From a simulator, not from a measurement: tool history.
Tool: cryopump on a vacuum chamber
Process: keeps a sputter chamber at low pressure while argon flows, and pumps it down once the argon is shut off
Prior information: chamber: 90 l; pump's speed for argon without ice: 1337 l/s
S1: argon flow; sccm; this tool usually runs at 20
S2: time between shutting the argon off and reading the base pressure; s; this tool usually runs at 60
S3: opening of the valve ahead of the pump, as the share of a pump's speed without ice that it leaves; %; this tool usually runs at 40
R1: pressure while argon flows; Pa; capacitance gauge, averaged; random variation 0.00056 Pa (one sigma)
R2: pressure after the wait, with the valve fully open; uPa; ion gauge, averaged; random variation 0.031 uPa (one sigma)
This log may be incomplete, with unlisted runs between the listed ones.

{"run": 1, "hour": 0.0, "S1": 20, "S2": 60, "S3": 40, "R1": 0.066, "R2": 2.19}
{"run": 2, "hour": 10.1, "S1": 20, "S2": 60, "S3": 40, "R1": 0.0652, "R2": 2.08}
{"run": 3, "hour": 18.7, "S1": 20, "S2": 60, "S3": 40, "R1": 0.0665, "R2": 2.22}
{"run": 4, "hour": 27.2, "S1": 20, "S2": 142, "S3": 40, "R1": 0.0654, "R2": 1.41}
{"run": 5, "hour": 44.3, "S1": 14, "S2": 60, "S3": 40, "R1": 0.0462, "R2": 2.17}
{"run": 6, "hour": 56.5, "S1": 20, "S2": 60, "S3": 50, "R1": 0.0543, "R2": 2.22}
{"run": 7, "hour": 65.0, "S1": 20, "S2": 60, "S3": 50, "R1": 0.0532, "R2": 2.23}
{"run": 8, "hour": 85.3, "S1": 20, "S2": 60, "S3": 50, "R1": 0.0526, "R2": 2.25}
{"run": 9, "hour": 93.8, "S1": 20, "S2": 60, "S3": 50, "R1": 0.0536, "R2": 2.2}
{"run": 10, "hour": 110.3, "S1": 20, "S2": 60, "S3": 50, "R1": 0.0536, "R2": 2.23}
{"run": 11, "hour": 120.6, "S1": 20, "S2": 60, "S3": 50, "R1": 0.0532, "R2": 2.27}
{"run": 12, "hour": 133.1, "S1": 20, "S2": 60, "S3": 40, "R1": 0.0676, "R2": 2.22}
{"run": 13, "hour": 153.1, "S1": 20, "S2": 60, "S3": 40, "R1": 0.0661, "R2": 2.35}
{"run": 14, "hour": 173.0, "S1": 20, "S2": 60, "S3": 40, "R1": 0.0667, "R2": 2.32}
{"run": 15, "hour": 186.0, "S1": 20, "S2": 60, "S3": 40, "R1": 0.0674, "R2": 2.36}
{"run": 16, "hour": 202.4, "S1": 20, "S2": 60, "S3": 40, "R1": 0.0682, "R2": 2.36}
{"run": 17, "hour": 221.8, "S1": 20, "S2": 60, "S3": 46, "R1": 0.0591, "R2": 2.38}
{"run": 18, "hour": 240.9, "S1": 36, "S2": 60, "S3": 19, "R1": 0.2485, "R2": 2.31}
{"run": 19, "hour": 257.0, "S1": 36, "S2": 60, "S3": 19, "R1": 0.2466, "R2": 2.29}
{"run": 20, "hour": 266.5, "S1": 11, "S2": 49, "S3": 24, "R1": 0.0598, "R2": 2.65}
{"run": 21, "hour": 281.5, "S1": 11, "S2": 49, "S3": 24, "R1": 0.0612, "R2": 2.7}
{"run": 22, "hour": 297.5, "S1": 25, "S2": 49, "S3": 24, "R1": 0.1392, "R2": 2.72}
{"run": 23, "hour": 310.6, "S1": 25, "S2": 49, "S3": 24, "R1": 0.138, "R2": 2.74}
{"run": 24, "hour": 319.3, "S1": 34, "S2": 221, "S3": 18, "R1": 0.2478, "R2": 1.46}
{"run": 25, "hour": 338.7, "S1": 34, "S2": 108, "S3": 15, "R1": 0.2973, "R2": 1.84}
{"run": 26, "hour": 351.8, "S1": 34, "S2": 108, "S3": 15, "R1": 0.2956, "R2": 1.82}
{"run": 27, "hour": 369.0, "S1": 8, "S2": 49, "S3": 47, "R1": 0.0249, "R2": 2.81}
{"run": 28, "hour": 382.1, "S1": 31, "S2": 49, "S3": 32, "R1": 0.1323, "R2": 2.87}
{"run": 29, "hour": 401.5, "S1": 22, "S2": 261, "S3": 51, "R1": 0.0609, "R2": 1.45}
{"run": 30, "hour": 420.1, "S1": 11, "S2": 126, "S3": 26, "R1": 0.0573, "R2": 1.79}
{"run": 31, "hour": 437.5, "S1": 9, "S2": 60, "S3": 47, "R1": 0.0278, "R2": 2.46}
{"run": 32, "hour": 455.8, "S1": 15, "S2": 105, "S3": 41, "R1": 0.0515, "R2": 1.93}
{"run": 33, "hour": 466.2, "S1": 33, "S2": 40, "S3": 31, "R1": 0.1461, "R2": 3.22}
{"run": 34, "hour": 480.3, "S1": 19, "S2": 160, "S3": 40, "R1": 0.0666, "R2": 1.67}

How would selected steps in R1 from run to run divide? Give the signed amount a tool lacking its hidden state would still show from settings, what came in and random variation, and the signed amount left for the hidden state, including any gauge scatter that is not in both of the compared results.
Unlogged tool condition in this case: pump's speed, % of a pump's without ice; cold plate's temperature, K; leak into the chamber, uPa l/s; drift of the gauge itself on working_pa, %; drift of the gauge itself on base_upa, %.
Run 17 -> 18: S1 20 -> 36, S3 46 -> 19. R1 +0.1894 Pa: hidden state +0.0039, all else +0.1855.
Run 19 -> 20: S1 36 -> 11, S2 60 -> 49, S3 19 -> 24. R1 -0.1868 Pa: hidden state -0.0058, all else -0.1810.
Run 26 -> 27: S1 34 -> 8, S2 108 -> 49, S3 15 -> 47. R1 -0.2707 Pa: hidden state -0.0074, all else -0.2633.
Run 27 -> 28: S1 8 -> 31, S3 47 -> 32. R1 +0.1074 Pa: hidden state +0.0072, all else +0.1002.
Run 32 -> 33: S1 15 -> 33, S2 105 -> 40, S3 41 -> 31. R1 +0.0946 Pa: hidden state +0.0066, all else +0.0880.
